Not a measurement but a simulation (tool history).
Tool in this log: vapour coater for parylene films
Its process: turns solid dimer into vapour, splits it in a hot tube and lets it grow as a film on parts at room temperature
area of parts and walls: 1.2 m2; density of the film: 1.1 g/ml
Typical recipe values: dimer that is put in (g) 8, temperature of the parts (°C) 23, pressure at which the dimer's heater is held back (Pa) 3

run   hour  dimer that is put in (g)  temperature of the parts (°C)  pressure at which the dimer's heater is held back (Pa)  thickness of the film (µm)
  1      0                         8                             23                                                       3                        4.52
  2   13.4                         8                             23                                                    2.57                        4.58
  3   33.2                         8                             19                                                    2.57                        5.12
  4   45.8                         8                             19                                                    2.57                        5.09
  5   58.2                         8                             23                                                       3                        4.48
  6     69                         8                             23                                                       3                        4.42
  7   85.9                         8                             23                                                       3                        4.43
  8    104                         8                             23                                                    8.32                        3.64
  9  118.3                         8                             23                                                       3                        4.45
 10  141.3                         8                             23                                                       3                        4.42
 11  153.5                         6                             34                                                     2.8                        2.56
 12  173.1                         8                             23                                                    4.66                        4.02
 13  186.1                         8                             23                                                    4.66                        4.03
     191.9  -- trap's valve overhauled
 14  199.8                        14                             33                                                       3                         5.6
 15  219.8                         4                             23                                                       3                           2
 16  238.3                         4                             27                                                   11.98                        1.42
 17  258.7                         4                             27                                                   11.98                        1.38
 18  270.3                        10                             27                                                    10.9                        3.51
 19  290.9                         4                             32                                                    2.33                         1.7
     312.1  -- trap's valve overhauled, once more
 20  312.1                         4                             32                                                    2.33                        2.07

Predict each of these 3 candidate next runs independently; none follows another, all start after run 20:
  A   331                         8                             29                                                    2.51                           ?
  B   331                         6                             22                                                    2.91                           ?
  C   331                         5                             31                                                    3.09                           ?

run  thickness of the film (µm)
  A                        4.32
  B                        3.77
  C                        2.48
Take away the tool's hidden state, keep each run's random variation, and the runs would have read:
run  thickness of the film (µm)
  A                        4.33
  B                        3.78
  C                        2.48
